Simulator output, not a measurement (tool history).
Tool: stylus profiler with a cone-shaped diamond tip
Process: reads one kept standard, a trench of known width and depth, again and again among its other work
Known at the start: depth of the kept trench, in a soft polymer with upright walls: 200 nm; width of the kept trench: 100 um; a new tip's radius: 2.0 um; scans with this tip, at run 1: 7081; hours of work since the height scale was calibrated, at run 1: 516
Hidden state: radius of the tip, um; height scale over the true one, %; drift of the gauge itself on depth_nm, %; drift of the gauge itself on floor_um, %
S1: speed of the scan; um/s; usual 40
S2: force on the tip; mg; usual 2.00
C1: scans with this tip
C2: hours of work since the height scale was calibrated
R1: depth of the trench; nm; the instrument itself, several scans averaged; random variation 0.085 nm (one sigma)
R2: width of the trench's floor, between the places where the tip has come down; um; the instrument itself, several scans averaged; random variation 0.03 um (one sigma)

| run | hour | S1 | S2 | C1 | C2 | R1 | R2 |
|---|---|---|---|---|---|---|---|
| 1 | 0.0 | 40 | 2.00 | 7081 | 516 | 201.43 | 97.90 |
| 2 | 12.0 | 40 | 2.00 | 7153 | 521 | 201.36 | 97.93 |
| 3 | 20.4 | 30 | 2.00 | 7204 | 525 | 201.56 | 97.92 |
| 4 | 28.5 | 30 | 2.00 | 7252 | 529 | 201.39 | 97.92 |
| 5 | 41.3 | 30 | 2.00 | 7329 | 534 | 201.56 | 97.89 |
| 6 | 54.1 | 30 | 2.00 | 7405 | 540 | 201.51 | 97.91 |
| 7 | 61.1 | 40 | 2.00 | 7448 | 543 | 201.66 | 97.91 |
| 8 | 73.4 | 40 | 2.00 | 7521 | 548 | 201.51 | 97.90 |
| 9 | 83.4 | 37 | 2.00 | 7581 | 553 | 201.66 | 97.89 |
| 10 | 90.0 | 37 | 2.00 | 7621 | 555 | 201.45 | 97.90 |
| 11 | 101.2 | 40 | 1.72 | 7688 | 560 | 201.26 | 97.87 |
| 12 | 109.2 | 36 | 1.72 | 7736 | 564 | 201.21 | 97.87 |
| 13 | 122.8 | 36 | 1.72 | 7817 | 570 | 201.08 | 97.87 |
| 14 | 131.0 | 21 | 2.00 | 7867 | 573 | 201.29 | 97.91 |
| 15 | 145.8 | 40 | 4.68 | 7956 | 580 | 202.62 | 97.86 |
| 16 | 156.2 | 53 | 5.67 | 8018 | 584 | 203.21 | 97.88 |
| 17 | 168.4 | 33 | 2.63 | 8091 | 590 | 201.82 | 97.88 |
| 18 | 177.3 | 40 | 4.40 | 8145 | 594 | 202.81 | 97.86 |
| 19 | 184.6 | 40 | 2.17 | 8189 | 597 | 201.43 | 97.84 |
| 20 | 199.2 | 57 | 0.86 | 8276 | 603 | 200.68 | 97.78 |
| 21 | 207.4 | 29 | 1.40 | 8325 | 607 | 201.08 | 97.85 |
| 22 | 222.3 | 38 | 1.47 | 8414 | 613 | 201.00 | 97.85 |
| 23 | 229.0 | 10 | 2.24 | 8455 | 616 | 201.49 | 97.86 |
| 24 | 243.2 | 10 | 2.24 | 8540 | 622 | 201.63 | 97.95 |
| 25 | 250.4 | 146 | 1.12 | 8583 | 626 | 200.86 | 97.54 |
| 26 | 261.8 | 146 | 1.12 | 8651 | 631 | 200.77 | 97.53 |
| 27 | 276.6 | 86 | 3.80 | 8741 | 637 | 202.23 | 97.76 |
| 28 | 287.5 | 36 | 2.36 | 8806 | 642 | 201.69 | 97.88 |

Forecast each of these 5 alternatives for the next run:
| A | 294.7 | 19 | 1.43 | 8849 | 645 | ? | ? |
| B | 294.7 | 36 | 4.15 | 8849 | 645 | ? | ? |
| C | 294.7 | 139 | 2.50 | 8849 | 645 | ? | ? |
| D | 294.7 | 25 | 0.69 | 8849 | 645 | ? | ? |
| E | 294.7 | 36 | 0.69 | 8849 | 645 | ? | ? |

| run | R1 | R2 |
|---|---|---|
| A | 201.08 | 97.94 |
| B | 202.30 | 97.88 |
| C | 201.75 | 97.65 |
| D | 200.51 | 97.85 |
| E | 200.75 | 97.77 |
Without the tool's hidden state the same runs would have given:
| run | R1 | R2 |
|---|---|---|
| A | 201.30 | 98.27 |
| B | 202.52 | 98.21 |
| C | 201.97 | 97.98 |
| D | 200.73 | 98.17 |
| E | 200.97 | 98.09 |

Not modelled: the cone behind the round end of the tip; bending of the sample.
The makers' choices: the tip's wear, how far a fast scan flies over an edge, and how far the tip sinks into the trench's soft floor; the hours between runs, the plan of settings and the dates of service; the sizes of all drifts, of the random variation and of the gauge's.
